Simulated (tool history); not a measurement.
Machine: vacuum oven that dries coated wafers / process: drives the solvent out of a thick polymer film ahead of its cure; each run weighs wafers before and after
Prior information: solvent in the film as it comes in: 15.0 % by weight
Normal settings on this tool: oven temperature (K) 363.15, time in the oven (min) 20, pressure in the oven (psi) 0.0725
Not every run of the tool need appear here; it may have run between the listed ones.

run,hour,oven temperature (K),time in the oven (min),pressure in the oven (psi),solvent left in the film (%)
1,0,363.15,20,0.0725,1.36
2,49.1,363.15,20,0.0725,1.47
3,77,363.15,12,0.0725,3.03
4,102.1,363.15,12,0.0725,3.1
5,137.6,360.15,20,0.0725,1.86
6,172.3,360.15,20,0.0725,1.85
7,207.4,360.15,20,0.0725,1.82
8,247.9,360.15,20,0.0927,1.86
9,291.4,363.15,20,0.0725,1.38
10,334.6,363.15,20,0.0725,1.35
11,358.8,369.15,20,0.0725,0.79
12,393.3,369.15,20,0.0725,0.84
13,419.3,363.15,20,0.0725,1.37
14,469.5,363.15,20,0.0725,1.44
15,511.7,356.15,20,0.0725,2.44
16,536.8,356.15,20,0.0725,2.38
17,571,363.15,20,0.0725,1.37
18,596.7,363.15,20,0.0725,1.31
19,631.1,363.15,20,0.0725,1.44
20,663.8,363.15,20,0.0725,1.4
21,714.5,363.15,20,0.0725,1.4
22,764.9,363.15,20,0.0725,1.36
23,792.2,363.15,20,0.0725,1.34
24,824.3,363.15,20,0.0615,1.3
# hour 829.3: oven's thermocouples calibrated
25,876.5,356.15,20,0.0725,2.01
26,901,356.15,29,0.0725,1.3
27,938.7,354.15,27,0.1259,1.94
# hour 977.6: oven's thermocouples calibrated, once more
28,988.3,357.15,29,0.0835,1.94
29,1021,357.15,29,0.0835,1.9
30,1071.6,357.15,29,0.0835,1.82
31,1115.8,374.15,31,0.0525,0.46
# hour 1130.3: vacuum gauge cleaned of residue and calibrated
32,1138,374.15,31,0.0525,0.34
33,1179.4,374.15,31,0.0525,0.29
34,1206.1,364.15,10,0.0994,4.05
35,1230.9,364.15,10,0.0994,4.07
36,1276.7,363.15,10,0.0725,4.27
37,1323.2,349.15,11,0.2818,8.39
38,1366.6,356.15,29,0.0725,1.74
39,1414.2,356.15,29,0.0725,1.75
40,1460.6,366.15,17,0.04,1.45
41,1511.6,355.15,17,0.0673,3.72
42,1559.4,361.15,24,0.1446,2.02
43,1597.9,369.15,15,0.0772,1.59
44,1619.2,363.15,24,0.077,1.2
45,1658.3,363.15,19,0.0439,1.6
46,1704.5,361.15,20,0.0725,2.01

Alternative continuations, all from the tool just after run 46; predict every row:
A,1741.1,353.15,20,0.0725,?
B,1741.1,361.15,18,0.0725,?
C,1741.1,366.15,20,0.0725,?
D,1741.1,363.15,29,0.0725,?
E,1741.1,361.15,12,0.0725,?

run,solvent left in the film (%)
A,3.49
B,2.23
C,1.24
D,0.83
E,3.81
Without the tool's unlogged condition, the same runs would have read:
run,solvent left in the film (%)
A,3.48
B,2.22
C,1.22
D,0.8
E,3.82
